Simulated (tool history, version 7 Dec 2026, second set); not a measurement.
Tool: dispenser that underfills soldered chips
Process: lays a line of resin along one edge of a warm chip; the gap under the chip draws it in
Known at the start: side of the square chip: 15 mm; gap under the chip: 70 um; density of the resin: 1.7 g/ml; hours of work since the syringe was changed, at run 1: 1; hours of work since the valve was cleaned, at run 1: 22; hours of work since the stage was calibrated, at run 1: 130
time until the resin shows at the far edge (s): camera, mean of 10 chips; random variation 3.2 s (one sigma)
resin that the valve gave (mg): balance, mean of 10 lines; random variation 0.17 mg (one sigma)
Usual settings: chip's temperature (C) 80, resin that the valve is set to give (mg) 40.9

run   hour  chip's temperature (C)  resin that the valve is set to give (mg)  hours of work since the syringe was changed  hours of work since the valve was cleaned  hours of work since the stage was calibrated  time until the resin shows at the far edge (s)  resin that the valve gave (mg)
  1    0.0                      80                                      40.9                                            1                                         22                                           130                                           349.1                           39.85
  2    4.0                      80                                      40.9                                            4                                         25                                           133                                           440.3                           39.90
       6.2  -- new syringe of resin
  3    8.0                      80                                      40.9                                            1                                         28                                           135                                           351.1                           39.82
      14.6  -- new syringe of resin
  4   15.0                      80                                      40.9                                            0                                         32                                           140                                           323.7                           39.39
  5   20.7                      80                                      40.9                                            4                                         36                                           143                                           428.5                           39.60
      23.1  -- new syringe of resin
  6   25.0                      80                                      40.9                                            1                                         38                                           146                                           345.4                           39.34
      31.7  -- new syringe of resin
  7   32.9                      87                                      40.9                                            1                                         44                                           151                                           254.6                           39.24
      40.2  -- new syringe of resin
  8   40.7                      87                                      40.9                                            0                                         49                                           156                                           240.8                           39.04
  9   47.3                      80                                      39.0                                            5                                         53                                           161                                           445.4                           37.29
      48.7  -- new syringe of resin
 10   50.7                      73                                      40.9                                            1                                         55                                           163                                           448.4                           38.69
 11   55.2                      73                                      40.9                                            4                                         58                                           166                                           565.1                           38.41
      56.9  -- new syringe of resin
 12   59.7                      80                                      40.9                                            2                                         61                                           169                                           354.3                           38.63
      65.4  -- new syringe of resin
 13   67.7                      80                                      40.9                                            2                                         66                                           174                                           341.8                           38.61
      74.1  -- new syringe of resin
 14   75.0                      80                                      40.9                                            1                                         71                                           178                                           319.8                           38.38
 15   81.2                      80                                      40.9                                            5                                         75                                           183                                           442.2                           37.83
      82.5  -- new syringe of resin
 16   86.0                      80                                      40.9                                            2                                         78                                           186                                           366.8                           37.63
      91.1  -- new syringe of resin
 17   91.9                      80                                      40.9                                            1                                         82                                           189                                           321.2                           37.86
 18   95.3                      80                                      40.9                                            3                                         84                                           192                                           386.4                           37.49
      99.5  -- new syringe of resin
 19  100.7                      80                                      40.9                                            1                                         87                                           195                                           335.3                           37.67
 20  106.5                      80                                      40.9                                            5                                         91                                           199                                           453.1                           37.66
     107.8  -- new syringe of resin
 21  110.5                      89                                      48.6                                            2                                         94                                           201                                           253.3                           44.66
     116.3  -- new syringe of resin
 22  118.6                      88                                      44.8                                            2                                         99                                           207                                           253.3                           40.82
 23  122.0                      88                                      47.7                                            4                                        101                                           209                                           306.3                           43.25
     124.5  -- new syringe of resin
 24  129.6                      85                                      51.3                                            3                                        106                                           214                                           336.2                           46.38
     132.7  -- new syringe of resin
 25  135.4                      85                                      51.3                                            2                                        110                                           217                                           281.6                           46.45
     141.0  -- new syringe of resin
 26  141.0                      85                                      51.3                                            0                                        113                                           221                                           249.5                           46.05
 27  145.5                      84                                      47.0                                            3                                        116                                           224                                           330.2                           42.08
     149.3  -- new syringe of resin
 28  153.3                      81                                      44.1                                            3                                        121                                           229                                           358.5                           39.28
     157.8  -- new syringe of resin
 29  158.8                      72                                      45.6                                            1                                        125                                           233                                           428.7                           40.50
     166.1  -- new syringe of resin
 30  166.8                      80                                      42.6                                            1                                        130                                           238                                           323.7                           37.61
 31  170.9                      84                                      51.6                                            3                                        133                                           240                                           334.6                           45.39
     174.3  -- new syringe of resin
 32  177.0                      80                                      41.2                                            2                                        137                                           244                                           356.1                           36.16
     182.6  -- new syringe of resin
 33  184.9                      80                                      41.2                                            2                                        142                                           249                                           344.3                           35.93
     191.3  -- new syringe of resin
 34  192.1                      80                                      41.2                                            1                                        146                                           254                                           328.3                           36.06
     197.5  -- dispensing valve cleaned and set on the balance
 35  199.0                      92                                      41.2                                            4                                          1                                           258                                           286.3                           40.54

Measured less the same run without the tool's hidden state. The same run-to-run variation is in both; the gauge's scatter may not be:
The hidden state here: resin's viscosity, % of fresh resin's; dose that the valve gives, % of what is set; true chip temperature over the reading, C; drift of the gauge itself on fill_s, %; drift of the gauge itself on given_mg, %.
run  time until the resin shows at the far edge (s)  resin that the valve gave (mg)
  1                                           +28.0                           -0.92
  2                                          +114.0                           -1.01
  3                                           +27.9                           -1.09
  4                                            -2.2                           -1.24
  5                                          +110.5                           -1.38
  6                                           +25.5                           -1.47
  7                                            +5.9                           -1.64
  8                                            -5.4                           -1.82
  9                                          +126.4                           -1.90
 10                                           +31.0                           -2.04
 11                                          +152.1                           -2.14
 12                                           +37.9                           -2.25
 13                                           +28.7                           -2.44
 14                                            +1.0                           -2.62
 15                                          +125.0                           -2.74
 16                                           +46.9                           -2.84
 17                                            +1.6                           -3.00
 18                                           +66.5                           -3.06
 19                                           +15.0                           -3.19
 20                                          +135.4                           -3.34
 21                                           +24.0                           -4.07
 22                                           +18.3                           -3.96
 23                                           +69.1                           -4.28
 24                                           +70.1                           -4.82
 25                                           +24.5                           -5.02
 26                                           -13.4                           -5.14
 27                                           +58.7                           -4.82
 28                                           +54.5                           -4.72
 29                                            +5.1                           -5.01
 30                                            +4.5                           -4.87
 31                                           +66.8                           -6.01
 32                                           +35.3                           -4.96
 33                                           +26.5                           -5.13
 34                                            +7.4                           -5.31
 35                                           +77.3                           -0.08
